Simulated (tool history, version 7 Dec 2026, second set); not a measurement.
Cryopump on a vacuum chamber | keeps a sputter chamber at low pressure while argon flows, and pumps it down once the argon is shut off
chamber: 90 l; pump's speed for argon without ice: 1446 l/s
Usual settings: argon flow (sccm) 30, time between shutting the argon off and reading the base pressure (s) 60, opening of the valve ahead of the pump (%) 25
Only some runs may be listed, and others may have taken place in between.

| run | hour | argon flow (sccm) | time between shutting the argon off and reading the base pressure (s) | opening of the valve ahead of the pump (%) | pressure while argon flows (Pa) | pressure after the wait (uPa) |
|---|---|---|---|---|---|---|
| 1 | 0.0 | 30 | 60 | 25 | 0.1444 | 2.22 |
| 2 | 26.7 | 30 | 60 | 25 | 0.1444 | 2.23 |
| 3 | 57.4 | 30 | 60 | 25 | 0.1439 | 2.19 |
| 4 | 77.6 | 30 | 60 | 25 | 0.1450 | 2.23 |
| 5 | 113.8 | 30 | 60 | 25 | 0.1454 | 2.26 |
| 6 | 139.5 | 30 | 60 | 28 | 0.1298 | 2.31 |
| 7 | 155.4 | 30 | 60 | 28 | 0.1302 | 2.39 |
| 8 | 191.7 | 47 | 60 | 28 | 0.2062 | 2.38 |
| 9 | 215.2 | 47 | 60 | 59 | 0.1027 | 2.33 |
| 10 | 250.8 | 30 | 60 | 54 | 0.0703 | 2.46 |
| 11 | 270.3 | 50 | 60 | 54 | 0.1179 | 2.41 |
| 12 | 290.0 | 34 | 60 | 54 | 0.0813 | 2.41 |
| 13 | 308.0 | 44 | 60 | 54 | 0.1046 | 2.47 |
| 14 | 345.4 | 44 | 60 | 54 | 0.1059 | 2.39 |
| 15 | 382.2 | 44 | 60 | 54 | 0.1062 | 2.47 |
| 16 | 400.1 | 30 | 60 | 25 | 0.1481 | 2.51 |
| 17 | 419.0 | 30 | 60 | 25 | 0.1480 | 2.49 |
| 18 | 447.7 | 34 | 60 | 25 | 0.1677 | 2.51 |
| 19 | 472.4 | 30 | 103 | 21 | 0.1751 | 1.93 |
| 20 | 508.6 | 30 | 56 | 28 | 0.1353 | 2.64 |
| 21 | 524.4 | 35 | 78 | 18 | 0.2376 | 2.29 |
| 22 | 548.2 | 56 | 60 | 25 | 0.2778 | 2.63 |
| 23 | 565.4 | 19 | 164 | 25 | 0.0943 | 1.70 |
| 24 | 598.3 | 30 | 257 | 28 | 0.1344 | 1.53 |
| 25 | 620.4 | 30 | 257 | 35 | 0.1101 | 1.58 |
| 26 | 643.5 | 34 | 28 | 15 | 0.2754 | 4.28 |
| 27 | 662.6 | 30 | 51 | 36 | 0.1071 | 2.95 |
| 28 | 689.6 | 30 | 217 | 40 | 0.0972 | 1.67 |
| 29 | 720.5 | 25 | 36 | 25 | 0.1265 | 3.74 |
| 30 | 738.1 | 16 | 195 | 23 | 0.0881 | 1.75 |
| 31 | 753.5 | 38 | 287 | 25 | 0.1928 | 1.63 |
| 32 | 790.3 | 38 | 173 | 25 | 0.1916 | 1.83 |
| 33 | 829.4 | 38 | 173 | 25 | 0.1787 | 1.51 |
| 34 | 860.7 | 27 | 36 | 17 | 0.1862 | 3.46 |

Not shown here: 1 entry made in the log between runs. Locate each between two listed runs and compare the hidden state at the listed run before it with the hidden state at the listed run after it:
Between runs 32 and 33: pump warmed up, emptied and cooled again (hour 813.8)
  pump's speed, % of a pump's without ice: 74.7 -> 99.4; leak into the chamber, uPa l/s: 1431 -> 1451
  the result without the hidden state subtracted from the measured one, pressure while argon flows (Pa): +0.0154 -> +0.0007; pressure after the wait (uPa): +1.13 -> +0.80
